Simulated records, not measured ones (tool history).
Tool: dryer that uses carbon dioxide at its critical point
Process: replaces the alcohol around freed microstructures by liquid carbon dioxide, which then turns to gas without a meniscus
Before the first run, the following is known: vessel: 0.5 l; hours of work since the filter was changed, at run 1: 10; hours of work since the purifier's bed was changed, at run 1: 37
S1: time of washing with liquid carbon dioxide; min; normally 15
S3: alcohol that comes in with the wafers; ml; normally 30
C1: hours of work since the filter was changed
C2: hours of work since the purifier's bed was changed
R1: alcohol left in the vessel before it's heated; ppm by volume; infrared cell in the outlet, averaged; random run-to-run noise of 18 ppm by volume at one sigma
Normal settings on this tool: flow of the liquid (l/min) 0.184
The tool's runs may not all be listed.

Run 1, hour 0: usual settings; C1 10; C2 37. Result: R1 1172 ppm by volume.
Run 2, hour 16.8: usual settings; C1 24; C2 50. Result: R1 1205 ppm by volume.
Run 3, hour 26.6: usual settings; C1 31; C2 57. Result: R1 1201 ppm by volume.
Run 4, hour 38.7: usual settings but S1 22 min; C1 41; C2 67. Result: R1 213 ppm by volume.
Run 5, hour 48.3: usual settings but S1 22 min; C1 48; C2 74. Result: R1 211 ppm by volume.
Run 6, hour 61: usual settings but S1 22 min; C1 58; C2 84. Result: R1 211 ppm by volume.
Run 7, hour 72.6: usual settings but S1 22 min; C1 67; C2 93. Result: R1 225 ppm by volume.
Run 8, hour 81.5: usual settings but S1 22 min; C1 74; C2 100. Result: R1 212 ppm by volume.
Run 9, hour 93.6: usual settings but S1 22 min; C1 83; C2 109. Result: R1 224 ppm by volume.
Run 10, hour 107.9: usual settings but S3 57 ml; C1 94; C2 120. Result: R1 2383 ppm by volume.
Run 11, hour 124.1: usual settings but S3 57 ml; C1 107; C2 133. Result: R1 2382 ppm by volume.
Run 12, hour 140.7: usual settings but S3 44 ml; C1 120; C2 146. Result: R1 1816 ppm by volume.
Run 13, hour 153.7: usual settings but S3 44 ml; C1 130; C2 156. Result: R1 1812 ppm by volume.
Run 14, hour 161.7: usual settings but S1 16 min; C1 136; C2 162. Result: R1 1012 ppm by volume.
Run 15, hour 175.2: usual settings but S1 16 min; C1 146; C2 173. Result: R1 1037 ppm by volume.
Run 16, hour 191.4: usual settings but S1 16 min, flow of the liquid (l/min) 0.161; C1 159; C2 185. Result: R1 1648 ppm by volume.
Run 17, hour 206.5: usual settings but S1 16 min, flow of the liquid (l/min) 0.161; C1 171; C2 197. Result: R1 1685 ppm by volume.
Run 18, hour 217.8: usual settings but S1 18 min; C1 179; C2 206. Result: R1 630 ppm by volume.
Run 19, hour 230.3: usual settings but S1 11 min, flow of the liquid (l/min) 0.281, S3 49 ml; C1 189; C2 215. Result: R1 1443 ppm by volume.
Run 20, hour 243.9: usual settings but S1 22 min, flow of the liquid (l/min) 0.281, S3 49 ml; C1 200; C2 226. Result: R1 53 ppm by volume.
Run 21, hour 253.6: usual settings but S1 22 min, flow of the liquid (l/min) 0.209; C1 207; C2 233. Result: R1 131 ppm by volume.
Run 22, hour 264.7: usual settings but flow of the liquid (l/min) 0.27, S3 103 ml; C1 216; C2 242. Result: R1 829 ppm by volume.

Expected results for the next run?
Run 23, hour 276: usual settings but S1 10 min, flow of the liquid (l/min) 0.27, S3 79 ml; C1 225; C2 251. Result: R1 ?.

R1: 4094 ppm by volume
On a tool with no hidden condition, and with the same random variation, this run would have come out at R1 3483 ppm by volume.
